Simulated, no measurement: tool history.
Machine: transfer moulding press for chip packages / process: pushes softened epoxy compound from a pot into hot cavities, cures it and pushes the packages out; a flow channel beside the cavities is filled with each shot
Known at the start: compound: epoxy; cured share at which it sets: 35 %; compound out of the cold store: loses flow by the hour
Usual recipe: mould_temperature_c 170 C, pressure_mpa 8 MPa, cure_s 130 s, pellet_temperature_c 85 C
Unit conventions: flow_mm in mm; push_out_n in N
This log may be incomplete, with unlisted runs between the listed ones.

run,day,mould_temperature_c,pressure_mpa,cure_s,pellet_temperature_c,incoming compound's hours out of the cold store,flow_mm,push_out_n
1,0,170,8,130,85,14.9,1025,701
2,0.321,170,8,130,85,16.4,1003,731
3,0.554,170,8,130,85,37.1,947,698
4,0.892,170,8,130,85,43.4,931,717
5,1.062,170,8,130,85,13.4,1020,750
6,1.383,170,8,130,85,33.8,958,763
7,1.612,170,9.59,122,85,24.9,1064,853
8,2.133,170,9.59,122,85,36.2,1034,486
9,2.479,162,9.59,122,85,19.8,1109,972
10,2.75,170,7.59,122,82,21.4,950,597
11,3.088,170,7.59,122,82,38.6,913,603
12,3.362,170,7.59,122,82,9.8,976,660

Missing from the log above: 3 entries noted between runs. For each, name the pair of listed runs it sits between and say how the tool's hidden condition differs from the listed run just before to the listed run just after:
Logged between run 5 and run 6: mould's thermocouples calibrated (day 1.167)
  true mould temperature over the reading, C: -0.08 -> -0.09; pressure that reaches the compound, % of what is set: 97.51 -> 97.39; grip of the stained cavities, % over clean ones': 66.8 -> 68.9
  measured less the result without the state, flow_mm: -13 -> -12 mm; push_out_n: +304 -> +310 N
Logged between run 7 and run 8: mould's thermocouples calibrated, once more (day 1.842); cavities cleaned with cleaning compound and waxed (day 2)
  true mould temperature over the reading, C: -0.09 -> 0.19; pressure that reaches the compound, % of what is set: 97.28 -> 97.09; grip of the stained cavities, % over clean ones': 70.8 -> 3.4
  measured less the result without the state, flow_mm: -14 -> -15 mm; push_out_n: +355 -> +12 N
